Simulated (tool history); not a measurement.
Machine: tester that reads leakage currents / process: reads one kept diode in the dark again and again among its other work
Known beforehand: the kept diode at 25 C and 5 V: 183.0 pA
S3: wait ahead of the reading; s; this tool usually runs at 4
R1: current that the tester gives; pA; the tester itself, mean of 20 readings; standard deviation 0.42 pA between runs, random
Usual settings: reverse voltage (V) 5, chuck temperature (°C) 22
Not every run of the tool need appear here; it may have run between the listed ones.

run 1 hour=0 | reverse_voltage_(V)=5 chuck_temperature_(°C)=22 S3=4 | R1=141.19
run 2 hour=33.3 | reverse_voltage_(V)=5 chuck_temperature_(°C)=22 S3=4 | R1=140.22
run 3 hour=68.3 | reverse_voltage_(V)=5 chuck_temperature_(°C)=22 S3=4 | R1=140.09
run 4 hour=116.5 | reverse_voltage_(V)=5 chuck_temperature_(°C)=28 S3=4 | R1=233.3
run 5 hour=159.1 | reverse_voltage_(V)=5 chuck_temperature_(°C)=28 S3=4 | R1=231.87
run 6 hour=203 | reverse_voltage_(V)=5 chuck_temperature_(°C)=28 S3=4 | R1=231.07
run 7 hour=246.2 | reverse_voltage_(V)=5 chuck_temperature_(°C)=28 S3=4 | R1=230.92
run 8 hour=284.6 | reverse_voltage_(V)=5 chuck_temperature_(°C)=28 S3=4 | R1=228.87
run 9 hour=315.4 | reverse_voltage_(V)=5 chuck_temperature_(°C)=28 S3=4 | R1=228.41
run 10 hour=357 | reverse_voltage_(V)=5 chuck_temperature_(°C)=28 S3=4 | R1=227.35
run 11 hour=403.2 | reverse_voltage_(V)=1.53 chuck_temperature_(°C)=20 S3=0.85 | R1=67.91
run 12 hour=431.4 | reverse_voltage_(V)=1.53 chuck_temperature_(°C)=20 S3=0.85 | R1=67.64

Estimate the outcome of run 13 from the log above:
run 13 hour=485.1 | reverse_voltage_(V)=1.53 chuck_temperature_(°C)=20 S3=0.85 | R1=?

Run 13 produced R1 67.18 pA.
Minus the tool's unlogged condition, the same run would have read R1 72.4 pA.
